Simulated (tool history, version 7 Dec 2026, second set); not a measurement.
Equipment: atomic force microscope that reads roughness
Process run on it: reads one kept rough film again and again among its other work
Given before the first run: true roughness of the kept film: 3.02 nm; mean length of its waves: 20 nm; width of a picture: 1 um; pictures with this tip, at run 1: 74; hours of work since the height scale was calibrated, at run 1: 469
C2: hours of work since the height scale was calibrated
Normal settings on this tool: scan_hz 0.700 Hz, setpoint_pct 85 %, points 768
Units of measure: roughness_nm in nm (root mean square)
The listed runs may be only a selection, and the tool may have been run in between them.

{"run": 1, "hour": 0.0, "scan_hz": 0.7, "setpoint_pct": 85, "points": 768, "pictures with this tip": 74, "C2": 469, "roughness_nm": 1.966}
{"run": 2, "hour": 22.6, "scan_hz": 0.7, "setpoint_pct": 85, "points": 768, "pictures with this tip": 103, "C2": 481, "roughness_nm": 1.902}
{"run": 3, "hour": 53.5, "scan_hz": 0.7, "setpoint_pct": 85, "points": 768, "pictures with this tip": 144, "C2": 496, "roughness_nm": 1.823}
{"run": 4, "hour": 72.6, "scan_hz": 3.532, "setpoint_pct": 85, "points": 768, "pictures with this tip": 169, "C2": 505, "roughness_nm": 1.365}
{"run": 5, "hour": 91.3, "scan_hz": 3.532, "setpoint_pct": 85, "points": 768, "pictures with this tip": 194, "C2": 515, "roughness_nm": 1.322}
{"run": 6, "hour": 121.9, "scan_hz": 3.532, "setpoint_pct": 85, "points": 768, "pictures with this tip": 234, "C2": 530, "roughness_nm": 1.253}
{"hour": 141.0, "done": "new tip fitted"}
{"run": 7, "hour": 141.0, "scan_hz": 3.532, "setpoint_pct": 85, "points": 768, "pictures with this tip": 0, "C2": 539, "roughness_nm": 1.628}
{"run": 8, "hour": 160.8, "scan_hz": 3.532, "setpoint_pct": 85, "points": 768, "pictures with this tip": 26, "C2": 549, "roughness_nm": 1.575}
{"run": 9, "hour": 174.9, "scan_hz": 3.532, "setpoint_pct": 79, "points": 768, "pictures with this tip": 45, "C2": 556, "roughness_nm": 1.651}
{"run": 10, "hour": 189.9, "scan_hz": 3.532, "setpoint_pct": 79, "points": 768, "pictures with this tip": 65, "C2": 564, "roughness_nm": 1.606}
{"run": 11, "hour": 209.0, "scan_hz": 3.532, "setpoint_pct": 79, "points": 768, "pictures with this tip": 90, "C2": 573, "roughness_nm": 1.56}
{"run": 12, "hour": 239.4, "scan_hz": 0.7, "setpoint_pct": 85, "points": 768, "pictures with this tip": 130, "C2": 588, "roughness_nm": 1.803}
{"run": 13, "hour": 261.4, "scan_hz": 0.7, "setpoint_pct": 85, "points": 768, "pictures with this tip": 159, "C2": 599, "roughness_nm": 1.722}
{"run": 14, "hour": 290.9, "scan_hz": 0.7, "setpoint_pct": 85, "points": 768, "pictures with this tip": 198, "C2": 614, "roughness_nm": 1.657}
{"run": 15, "hour": 309.2, "scan_hz": 0.7, "setpoint_pct": 78, "points": 768, "pictures with this tip": 222, "C2": 623, "roughness_nm": 1.665}
{"run": 16, "hour": 330.7, "scan_hz": 2.183, "setpoint_pct": 78, "points": 768, "pictures with this tip": 250, "C2": 634, "roughness_nm": 1.455}
{"hour": 336.2, "done": "new tip fitted"}
{"run": 17, "hour": 353.7, "scan_hz": 0.741, "setpoint_pct": 85, "points": 768, "pictures with this tip": 23, "C2": 645, "roughness_nm": 2.045}
{"run": 18, "hour": 380.3, "scan_hz": 0.741, "setpoint_pct": 85, "points": 768, "pictures with this tip": 58, "C2": 658, "roughness_nm": 1.957}
{"run": 19, "hour": 398.5, "scan_hz": 0.741, "setpoint_pct": 85, "points": 768, "pictures with this tip": 82, "C2": 667, "roughness_nm": 1.902}
{"run": 20, "hour": 416.6, "scan_hz": 0.7, "setpoint_pct": 85, "points": 520, "pictures with this tip": 106, "C2": 676, "roughness_nm": 1.844}
{"run": 21, "hour": 434.1, "scan_hz": 0.7, "setpoint_pct": 85, "points": 520, "pictures with this tip": 129, "C2": 685, "roughness_nm": 1.808}
{"run": 22, "hour": 452.8, "scan_hz": 3.094, "setpoint_pct": 85, "points": 768, "pictures with this tip": 153, "C2": 694, "roughness_nm": 1.388}
{"run": 23, "hour": 480.4, "scan_hz": 3.094, "setpoint_pct": 85, "points": 768, "pictures with this tip": 190, "C2": 708, "roughness_nm": 1.327}
{"run": 24, "hour": 496.7, "scan_hz": 0.7, "setpoint_pct": 85, "points": 768, "pictures with this tip": 211, "C2": 716, "roughness_nm": 1.636}
{"run": 25, "hour": 523.0, "scan_hz": 3.073, "setpoint_pct": 85, "points": 768, "pictures with this tip": 246, "C2": 729, "roughness_nm": 1.277}
{"hour": 532.2, "done": "new tip fitted"}
{"run": 26, "hour": 552.6, "scan_hz": 3.073, "setpoint_pct": 85, "points": 768, "pictures with this tip": 27, "C2": 744, "roughness_nm": 1.595}
{"run": 27, "hour": 578.7, "scan_hz": 3.073, "setpoint_pct": 81, "points": 437, "pictures with this tip": 61, "C2": 757, "roughness_nm": 1.578}
{"run": 28, "hour": 604.8, "scan_hz": 3.283, "setpoint_pct": 60, "points": 772, "pictures with this tip": 96, "C2": 770, "roughness_nm": 1.809}
{"run": 29, "hour": 618.5, "scan_hz": 3.283, "setpoint_pct": 60, "points": 772, "pictures with this tip": 114, "C2": 776, "roughness_nm": 1.773}
{"run": 30, "hour": 639.6, "scan_hz": 3.284, "setpoint_pct": 86, "points": 378, "pictures with this tip": 142, "C2": 787, "roughness_nm": 1.33}
{"run": 31, "hour": 666.4, "scan_hz": 3.284, "setpoint_pct": 86, "points": 378, "pictures with this tip": 177, "C2": 800, "roughness_nm": 1.286}
{"run": 32, "hour": 680.2, "scan_hz": 3.284, "setpoint_pct": 86, "points": 378, "pictures with this tip": 195, "C2": 807, "roughness_nm": 1.259}
{"run": 33, "hour": 698.6, "scan_hz": 3.284, "setpoint_pct": 86, "points": 378, "pictures with this tip": 219, "C2": 816, "roughness_nm": 1.236}
{"run": 34, "hour": 720.8, "scan_hz": 1.374, "setpoint_pct": 86, "points": 841, "pictures with this tip": 248, "C2": 827, "roughness_nm": 1.448}
{"hour": 729.1, "done": "new tip fitted"}
{"run": 35, "hour": 751.3, "scan_hz": 3.127, "setpoint_pct": 80, "points": 330, "pictures with this tip": 29, "C2": 842, "roughness_nm": 1.675}
{"run": 36, "hour": 776.4, "scan_hz": 1.952, "setpoint_pct": 86, "points": 330, "pictures with this tip": 62, "C2": 855, "roughness_nm": 1.665}
{"run": 37, "hour": 796.7, "scan_hz": 1.952, "setpoint_pct": 86, "points": 330, "pictures with this tip": 89, "C2": 865, "roughness_nm": 1.635}
{"run": 38, "hour": 822.6, "scan_hz": 2.146, "setpoint_pct": 61, "points": 493, "pictures with this tip": 123, "C2": 878, "roughness_nm": 1.823}
{"run": 39, "hour": 838.4, "scan_hz": 2.146, "setpoint_pct": 61, "points": 493, "pictures with this tip": 144, "C2": 886, "roughness_nm": 1.791}
{"run": 40, "hour": 858.2, "scan_hz": 0.7, "setpoint_pct": 59, "points": 292, "pictures with this tip": 170, "C2": 895, "roughness_nm": 1.776}
{"run": 41, "hour": 888.2, "scan_hz": 0.7, "setpoint_pct": 78, "points": 768, "pictures with this tip": 209, "C2": 910, "roughness_nm": 1.675}
{"run": 42, "hour": 904.4, "scan_hz": 0.7, "setpoint_pct": 78, "points": 768, "pictures with this tip": 231, "C2": 918, "roughness_nm": 1.627}
{"hour": 925.0, "done": "new tip fitted"}
{"run": 43, "hour": 925.2, "scan_hz": 0.7, "setpoint_pct": 78, "points": 768, "pictures with this tip": 0, "C2": 928, "roughness_nm": 2.1}
{"run": 44, "hour": 950.4, "scan_hz": 0.7, "setpoint_pct": 78, "points": 768, "pictures with this tip": 33, "C2": 941, "roughness_nm": 2.029}
{"run": 45, "hour": 968.8, "scan_hz": 0.7, "setpoint_pct": 78, "points": 768, "pictures with this tip": 58, "C2": 950, "roughness_nm": 1.957}
{"run": 46, "hour": 996.9, "scan_hz": 0.632, "setpoint_pct": 85, "points": 500, "pictures with this tip": 95, "C2": 964, "roughness_nm": 1.834}
{"run": 47, "hour": 1028.1, "scan_hz": 0.632, "setpoint_pct": 74, "points": 986, "pictures with this tip": 136, "C2": 980, "roughness_nm": 1.814}
{"run": 48, "hour": 1051.0, "scan_hz": 0.7, "setpoint_pct": 87, "points": 768, "pictures with this tip": 166, "C2": 991, "roughness_nm": 1.675}
{"run": 49, "hour": 1079.1, "scan_hz": 0.607, "setpoint_pct": 73, "points": 307, "pictures with this tip": 203, "C2": 1005, "roughness_nm": 1.662}

Consider 4 possible next runs. They are alternatives, not a sequence: every one starts from the tool as it was left by run 49. What does each give?
{"run": "A", "hour": 1093.2, "scan_hz": 0.898, "setpoint_pct": 84, "points": 347, "pictures with this tip": 221, "C2": 1012, "roughness_nm": "?"}
{"run": "B", "hour": 1093.2, "scan_hz": 1.576, "setpoint_pct": 64, "points": 307, "pictures with this tip": 221, "C2": 1012, "roughness_nm": "?"}
{"run": "C", "hour": 1093.2, "scan_hz": 3.44, "setpoint_pct": 82, "points": 567, "pictures with this tip": 221, "C2": 1012, "roughness_nm": "?"}
{"run": "D", "hour": 1093.2, "scan_hz": 0.613, "setpoint_pct": 89, "points": 305, "pictures with this tip": 221, "C2": 1012, "roughness_nm": "?"}

run=A roughness_nm=1.547
run=B roughness_nm=1.595
run=C roughness_nm=1.275
run=D roughness_nm=1.569
With the hidden condition removed and each run's random variation left untouched, the same runs would have given:
run=A roughness_nm=2.079
run=B roughness_nm=2.144
run=C roughness_nm=1.716
run=D roughness_nm=2.107
